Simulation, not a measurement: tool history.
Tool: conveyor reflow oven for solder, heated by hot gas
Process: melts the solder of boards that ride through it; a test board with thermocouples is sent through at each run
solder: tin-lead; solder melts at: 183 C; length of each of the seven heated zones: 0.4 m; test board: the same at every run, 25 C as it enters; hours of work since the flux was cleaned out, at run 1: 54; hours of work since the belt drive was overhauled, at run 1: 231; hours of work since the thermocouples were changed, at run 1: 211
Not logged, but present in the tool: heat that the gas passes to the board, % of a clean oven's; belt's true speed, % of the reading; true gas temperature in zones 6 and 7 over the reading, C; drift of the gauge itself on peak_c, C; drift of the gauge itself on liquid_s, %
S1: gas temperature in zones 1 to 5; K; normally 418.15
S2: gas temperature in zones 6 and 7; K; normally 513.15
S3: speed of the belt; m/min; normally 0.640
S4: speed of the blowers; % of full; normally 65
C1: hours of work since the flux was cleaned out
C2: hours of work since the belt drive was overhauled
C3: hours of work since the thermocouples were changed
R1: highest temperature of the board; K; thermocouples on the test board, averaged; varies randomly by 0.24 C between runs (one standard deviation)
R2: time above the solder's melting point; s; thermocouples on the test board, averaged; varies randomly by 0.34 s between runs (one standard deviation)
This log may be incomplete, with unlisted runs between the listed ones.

run 1 hour=0.0 | S1=418.15 S2=513.15 S3=0.640 S4=65 | C1=54 C2=231 C3=211 | R1=497.85 R2=64.0
run 2 hour=13.4 | S1=418.15 S2=513.15 S3=0.640 S4=65 | C1=63 C2=240 C3=220 | R1=498.15 R2=64.5
run 3 hour=27.3 | S1=418.15 S2=516.15 S3=0.640 S4=65 | C1=73 C2=250 C3=230 | R1=500.45 R2=65.9
run 4 hour=36.4 | S1=412.15 S2=516.15 S3=0.640 S4=65 | C1=79 C2=256 C3=236 | R1=499.45 R2=62.4
run 5 hour=47.2 | S1=412.15 S2=516.15 S3=0.640 S4=65 | C1=86 C2=263 C3=243 | R1=499.45 R2=63.0
run 6 hour=55.1 | S1=418.15 S2=513.15 S3=0.736 S4=65 | C1=92 C2=269 C3=249 | R1=492.85 R2=51.9
run 7 hour=65.7 | S1=418.15 S2=513.15 S3=0.736 S4=65 | C1=99 C2=276 C3=256 | R1=492.85 R2=51.9
run 8 hour=78.8 | S1=418.15 S2=513.15 S3=0.736 S4=65 | C1=108 C2=285 C3=265 | R1=492.85 R2=52.2
run 9 hour=89.1 | S1=418.15 S2=513.15 S3=0.737 S4=65 | C1=115 C2=292 C3=272 | R1=492.95 R2=52.6
run 10 hour=104.3 | S1=418.15 S2=513.15 S3=0.640 S4=89 | C1=125 C2=302 C3=282 | R1=502.15 R2=66.9
run 11 hour=115.0 | S1=418.15 S2=517.15 S3=0.640 S4=65 | C1=132 C2=310 C3=290 | R1=501.05 R2=65.7
run 12 hour=123.9 | S1=418.15 S2=517.15 S3=0.593 S4=65 | C1=139 C2=316 C3=296 | R1=503.75 R2=73.1
run 13 hour=135.9 | S1=427.15 S2=513.15 S3=0.640 S4=65 | C1=147 C2=324 C3=304 | R1=499.05 R2=68.2
run 14 hour=149.8 | S1=427.15 S2=513.15 S3=0.640 S4=65 | C1=156 C2=333 C3=313 | R1=499.05 R2=68.2
run 15 hour=165.0 | S1=427.15 S2=513.15 S3=0.640 S4=65 | C1=167 C2=344 C3=324 | R1=498.75 R2=69.2
run 16 hour=175.4 | S1=427.15 S2=513.15 S3=0.640 S4=65 | C1=174 C2=351 C3=331 | R1=498.95 R2=68.8
run 17 hour=182.6 | S1=427.15 S2=522.15 S3=0.640 S4=53 | C1=179 C2=356 C3=336 | R1=503.75 R2=71.2
-- hour=193.5 flux residue cleaned out of gas plates and filters
run 18 hour=197.0 | S1=420.15 S2=517.15 S3=0.640 S4=65 | C1=2 C2=362 C3=342 | R1=501.95 R2=67.8
run 19 hour=210.3 | S1=418.15 S2=513.15 S3=0.528 S4=51 | C1=11 C2=371 C3=351 | R1=499.75 R2=79.9
run 20 hour=219.1 | S1=423.15 S2=527.15 S3=0.560 S4=54 | C1=18 C2=377 C3=357 | R1=512.25 R2=84.0
run 21 hour=231.7 | S1=420.15 S2=527.15 S3=0.560 S4=54 | C1=26 C2=386 C3=366 | R1=511.85 R2=82.6
run 22 hour=245.9 | S1=420.15 S2=527.15 S3=0.519 S4=54 | C1=36 C2=396 C3=376 | R1=514.35 R2=91.1
run 23 hour=258.7 | S1=418.15 S2=513.15 S3=0.564 S4=60 | C1=45 C2=404 C3=385 | R1=500.45 R2=74.9
run 24 hour=274.8 | S1=418.15 S2=505.15 S3=0.588 S4=65 | C1=56 C2=415 C3=395 | R1=493.85 R2=67.4
run 25 hour=285.4 | S1=418.15 S2=505.15 S3=0.588 S4=65 | C1=63 C2=423 C3=403 | R1=493.15 R2=68.0
run 26 hour=292.8 | S1=418.15 S2=505.15 S3=0.588 S4=65 | C1=68 C2=428 C3=408 | R1=493.15 R2=68.1
run 27 hour=307.1 | S1=418.15 S2=505.15 S3=0.588 S4=65 | C1=78 C2=437 C3=418 | R1=493.15 R2=67.3
run 28 hour=317.5 | S1=418.15 S2=505.15 S3=0.530 S4=65 | C1=85 C2=444 C3=425 | R1=495.55 R2=78.1
run 29 hour=330.2 | S1=418.15 S2=519.15 S3=0.543 S4=65 | C1=93 C2=453 C3=433 | R1=508.25 R2=82.1
run 30 hour=338.5 | S1=418.15 S2=520.15 S3=0.678 S4=65 | C1=99 C2=459 C3=439 | R1=502.25 R2=63.1
run 31 hour=352.1 | S1=418.15 S2=515.15 S3=0.555 S4=74 | C1=108 C2=468 C3=448 | R1=505.45 R2=79.8
run 32 hour=362.8 | S1=418.15 S2=515.15 S3=0.555 S4=74 | C1=116 C2=475 C3=456 | R1=505.15 R2=79.8

Below are 3 alternative next runs, each starting from the tool's condition after run 32. Predict each:
run A hour=372.4 | S1=427.15 S2=511.15 S3=0.748 S4=65 | C1=122 C2=482 C3=462 | R1=? R2=?
run B hour=372.4 | S1=426.15 S2=515.15 S3=0.555 S4=74 | C1=122 C2=482 C3=462 | R1=? R2=?
run C hour=372.4 | S1=418.15 S2=525.15 S3=0.604 S4=84 | C1=122 C2=482 C3=462 | R1=? R2=?

run=A R1=493.05 R2=55.4
run=B R1=506.35 R2=83.4
run=C R1=514.15 R2=76.3
Take away the tool's hidden state, keep each run's random variation, and the runs would have read:
run=A R1=492.75 R2=54.5
run=B R1=506.05 R2=82.2
run=C R1=513.95 R2=75.2
